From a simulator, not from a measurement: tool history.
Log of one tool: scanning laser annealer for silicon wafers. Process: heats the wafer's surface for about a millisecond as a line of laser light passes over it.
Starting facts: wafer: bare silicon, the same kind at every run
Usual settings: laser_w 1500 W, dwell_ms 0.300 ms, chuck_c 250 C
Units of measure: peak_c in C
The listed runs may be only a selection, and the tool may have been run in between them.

{"run": 1, "hour": 0.0, "laser_w": 1500, "dwell_ms": 0.3, "chuck_c": 250, "peak_c": 951}
{"run": 2, "hour": 27.2, "laser_w": 1500, "dwell_ms": 0.3, "chuck_c": 250, "peak_c": 949}
{"run": 3, "hour": 54.2, "laser_w": 1396, "dwell_ms": 0.3, "chuck_c": 250, "peak_c": 896}
{"run": 4, "hour": 79.0, "laser_w": 1396, "dwell_ms": 0.3, "chuck_c": 250, "peak_c": 896}
{"run": 5, "hour": 107.9, "laser_w": 1396, "dwell_ms": 0.3, "chuck_c": 250, "peak_c": 898}
{"hour": 118.0, "done": "window over the wafer cleaned"}
{"run": 6, "hour": 138.3, "laser_w": 1596, "dwell_ms": 0.3, "chuck_c": 250, "peak_c": 1016}
{"run": 7, "hour": 164.1, "laser_w": 1596, "dwell_ms": 0.3, "chuck_c": 250, "peak_c": 1017}
{"run": 8, "hour": 183.9, "laser_w": 1501, "dwell_ms": 0.3, "chuck_c": 280, "peak_c": 995}
{"run": 9, "hour": 208.4, "laser_w": 1555, "dwell_ms": 0.355, "chuck_c": 276, "peak_c": 1083}
{"run": 10, "hour": 223.7, "laser_w": 1305, "dwell_ms": 0.236, "chuck_c": 243, "peak_c": 787}
{"run": 11, "hour": 247.0, "laser_w": 1305, "dwell_ms": 0.236, "chuck_c": 243, "peak_c": 791}

Predict the results of run 12:
{"run": 12, "hour": 269.3, "laser_w": 1414, "dwell_ms": 0.24, "chuck_c": 289, "peak_c": "?"}

peak_c: 888 C
With no hidden state in the tool, this same run would have given peak_c 897 C.

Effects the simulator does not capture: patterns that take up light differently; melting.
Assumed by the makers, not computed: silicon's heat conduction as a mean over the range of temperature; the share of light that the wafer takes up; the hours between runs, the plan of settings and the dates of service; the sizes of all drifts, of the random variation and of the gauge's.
